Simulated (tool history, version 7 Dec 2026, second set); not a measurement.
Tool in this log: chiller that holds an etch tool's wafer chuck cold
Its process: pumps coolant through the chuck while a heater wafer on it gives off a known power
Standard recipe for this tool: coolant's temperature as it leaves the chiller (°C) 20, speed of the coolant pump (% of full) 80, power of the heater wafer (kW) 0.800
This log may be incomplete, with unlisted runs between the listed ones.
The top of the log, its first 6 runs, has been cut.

run    hour  coolant's temperature as it leaves the chiller (°C)  speed of the coolant pump (% of full)  power of the heater wafer (kW)  chuck's temperature once it has settled (°C)  how much warmer the coolant comes back (C)
  7   854.3                                                   20                                     68                           0.800                                          26.0                                        2.34
  8   962.5                                                   20                                     68                           0.800                                          26.0                                        2.32
  9  1066.3                                                   20                                     80                           0.800                                          25.3                                        1.91
 10  1183.0                                                   20                                     80                           0.800                                          25.4                                        1.94
 11  1331.2                                                   20                                     80                           0.800                                          25.2                                        1.85
 12  1429.1                                                   20                                     80                           0.800                                          25.6                                        1.95
 13  1633.1                                                   20                                     80                           0.800                                          25.7                                        1.89
 14  1722.1                                                   20                                     80                           0.800                                          25.6                                        1.99
 15  1848.6                                                   20                                     80                           0.800                                          25.6                                        1.95
     1945.2  -- chiller's thermometer calibrated
 16  2040.6                                                   18                                     80                           0.977                                          24.6                                        2.36
 17  2138.9                                                   28                                     80                           0.800                                          33.3                                        1.90
 18  2325.9                                                   20                                     80                           0.487                                          23.5                                        1.18
 19  2511.4                                                   20                                     70                           0.831                                          26.5                                        2.37
 20  2696.0                                                   20                                     70                           0.831                                          26.0                                        2.41
 21  2816.0                                                   11                                     93                           0.800                                          16.1                                        1.61
 22  2912.5                                                   20                                     74                           0.800                                          25.9                                        2.14
 23  3080.9                                                   20                                     74                           0.656                                          24.8                                        1.76
 24  3258.1                                                   20                                     74                           0.656                                          24.8                                        1.84
 25  3379.5                                                   20                                     94                           0.559                                          23.5                                        1.16
 26  3550.3                                                   12                                     80                           0.800                                          17.8                                        2.00
 27  3747.7                                                   14                                     72                           0.647                                          19.1                                        1.84
 28  3901.2                                                   14                                     72                           0.647                                          18.9                                        1.83
 29  3992.3                                                   14                                     94                           0.647                                          18.5                                        1.40
 30  4104.7                                                   14                                     94                           0.647                                          18.4                                        1.38

Consider 3 possible next runs. They are alternatives, not a sequence: every one starts from the tool as it was left by run 30. What does each give?
  A  4191.1                                                   14                                     89                           0.647                                             ?                                           ?
  B  4191.1                                                   14                                     94                           0.976                                             ?                                           ?
  C  4191.1                                                   14                                     94                           0.415                                             ?                                           ?

run  chuck's temperature once it has settled (°C)  how much warmer the coolant comes back (C)
  A                                          18.6                                        1.48
  B                                          20.5                                        2.10
  C                                          16.9                                        0.95
With no hidden state in the tool, these same runs would have given:
run  chuck's temperature once it has settled (°C)  how much warmer the coolant comes back (C)
  A                                          17.9                                        1.24
  B                                          19.5                                        1.77
  C                                          16.4                                        0.80
